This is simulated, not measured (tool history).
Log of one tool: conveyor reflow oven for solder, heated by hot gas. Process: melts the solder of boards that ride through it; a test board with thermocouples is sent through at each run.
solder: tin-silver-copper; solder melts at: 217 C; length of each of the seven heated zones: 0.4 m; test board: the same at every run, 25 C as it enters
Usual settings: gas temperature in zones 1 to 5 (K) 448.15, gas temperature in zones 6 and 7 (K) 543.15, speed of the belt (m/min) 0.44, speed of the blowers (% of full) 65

run   hour  gas temperature in zones 1 to 5 (K)  gas temperature in zones 6 and 7 (K)  speed of the belt (m/min)  speed of the blowers (% of full)  highest temperature of the board (K)  time above the solder's melting point (s)
  1      0                               448.15                                543.15                       0.44                                65                                525.45                                       84.3
  2   15.8                               448.15                                543.15                       0.44                                65                                526.35                                       83.7
  3   34.1                               457.15                                543.15                       0.44                                65                                528.45                                       90.6
  4   46.4                               457.15                                543.15                       0.44                                65                                528.05                                       90.5
  5   58.6                               457.15                                543.15                       0.44                                65                                528.55                                       90.2
  6     72                               448.15                                543.15                       0.44                                65                                526.35                                       83.7
  7   89.8                               448.15                                543.15                       0.44                                65                                526.65                                       83.7
      96.4  -- flux residue cleaned out of gas plates and filters
  8  107.8                               448.15                                543.15                      0.378                                65                                530.95                                      105.2
  9  117.1                               448.15                                543.15                      0.378                                65                                530.85                                      103.3
 10  129.2                               448.15                                543.15                       0.44                                65                                526.35                                       83.9
 11  138.5                               448.15                                543.15                       0.44                                65                                526.15                                       83.1
 12  150.2                               448.15                                543.15                      0.435                                66                                526.85                                         85

The next listed run, before its measurement:
 13  163.6                               448.15                                543.15                      0.441                                65                                     ?                                          ?

Run 13 gave highest temperature of the board (K) 525.85, time above the solder's melting point (s) 83.2.
Without the tool's hidden state the same run would have given highest temperature of the board (K) 525.35, time above the solder's melting point (s) 81.5.
